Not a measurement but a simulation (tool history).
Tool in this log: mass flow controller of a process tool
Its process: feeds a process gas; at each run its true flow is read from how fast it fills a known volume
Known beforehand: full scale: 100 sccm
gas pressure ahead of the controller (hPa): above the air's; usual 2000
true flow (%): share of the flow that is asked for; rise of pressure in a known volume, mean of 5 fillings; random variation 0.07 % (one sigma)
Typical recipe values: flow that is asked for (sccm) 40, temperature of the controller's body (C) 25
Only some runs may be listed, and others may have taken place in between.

run	hour	flow that is asked for (sccm)	gas pressure ahead of the controller (hPa)	temperature of the controller's body (C)	true flow (%)
1	0	40	2000	25	99.5
2	150.3	40	2000	25	99.67
3	332.1	40	2000	25	99.57
4	450.3	40	2000	25	99.57
5	605.9	40	2000	25	99.67
6	779.9	40	2660	25	100.02
7	920.9	40	1950	25	99.77
8	1048.4	40	2560	25	99.91
9	1188	13	2650	25	101.28

Predict the results of run 10:
10	1301.7	13	2650	25	?

true flow (%): 101.38
With no hidden state in the tool, this same run would have given true flow (%) 97.84.

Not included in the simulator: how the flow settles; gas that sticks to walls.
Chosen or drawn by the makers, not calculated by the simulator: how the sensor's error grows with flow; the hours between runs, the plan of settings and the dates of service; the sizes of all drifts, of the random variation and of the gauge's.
